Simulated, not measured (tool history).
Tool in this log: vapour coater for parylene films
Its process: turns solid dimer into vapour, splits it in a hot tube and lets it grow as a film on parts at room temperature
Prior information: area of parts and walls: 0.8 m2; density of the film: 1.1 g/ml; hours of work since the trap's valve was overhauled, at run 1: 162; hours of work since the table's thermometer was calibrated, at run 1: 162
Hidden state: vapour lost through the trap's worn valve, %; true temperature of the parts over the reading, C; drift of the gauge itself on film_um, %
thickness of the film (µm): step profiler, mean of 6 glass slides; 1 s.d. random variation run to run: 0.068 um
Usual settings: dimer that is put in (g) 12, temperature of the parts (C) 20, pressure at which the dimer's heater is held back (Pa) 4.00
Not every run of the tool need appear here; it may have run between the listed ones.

run,day,dimer that is put in (g),temperature of the parts (C),pressure at which the dimer's heater is held back (Pa),hours of work since the trap's valve was overhauled,hours of work since the table's thermometer was calibrated,thickness of the film (µm)
1,0.000,12,20,4.00,162,162,7.94
2,1.512,12,20,4.00,188,188,7.91
3,3.404,12,13,4.00,221,221,9.77
4,4.400,12,20,4.00,238,238,7.74
5,6.396,5,20,4.00,272,272,3.18
# day 7.262: trap's valve overhauled
6,8.617,5,20,4.00,23,308,3.35
7,10.558,12,20,7.05,57,341,7.30
8,12.050,12,20,7.05,82,367,7.28
9,13.021,12,20,7.05,99,383,7.26
10,14.296,12,20,4.98,121,405,7.62
11,15.650,12,20,9.59,144,429,6.77
12,17.600,12,20,9.59,178,462,6.88
13,19.400,12,20,4.00,209,493,7.81
14,20.825,12,19,4.00,233,518,7.93
15,22.971,12,19,4.00,270,555,7.87
# day 23.833: trap's valve overhauled
16,25.333,12,31,4.00,26,592,5.45
17,26.754,12,20,4.00,50,617,7.93
18,27.754,10,20,4.00,67,634,6.67
19,29.833,10,20,4.00,103,670,6.40
20,31.333,6,20,5.15,129,696,3.75
21,33.017,6,20,5.15,158,725,3.69
22,34.879,6,20,5.15,190,757,3.74
23,36.496,8,13,4.01,218,785,6.44
24,37.529,17,20,9.45,236,802,9.43
25,39.517,6,15,4.65,270,837,4.35
# day 40.392: trap's valve overhauled
26,41.833,6,15,4.65,25,874,4.56
27,44.042,12,13,3.23,63,912,10.43
28,45.300,8,14,3.91,84,933,6.53
29,47.392,14,26,6.25,120,969,6.87
30,49.762,7,26,6.25,161,1010,3.44
31,51.883,12,20,4.89,198,1047,7.34
32,53.517,12,21,9.76,226,1075,6.32
33,55.004,12,21,9.76,251,1100,6.21

What would each run have given without the hidden state, its run-to-run variation left as it was?
run,thickness of the film (µm)
1,8.22
2,8.24
3,10.25
4,8.15
5,3.38
6,3.37
7,7.39
8,7.41
9,7.42
10,7.83
11,7.00
12,7.16
13,8.20
14,8.38
15,8.40
16,5.54
17,8.12
18,6.85
19,6.63
20,3.90
21,3.88
22,3.96
23,6.86
24,10.08
25,4.69
26,4.62
27,10.67
28,6.71
29,7.11
30,3.60
31,7.74
32,6.71
33,6.64
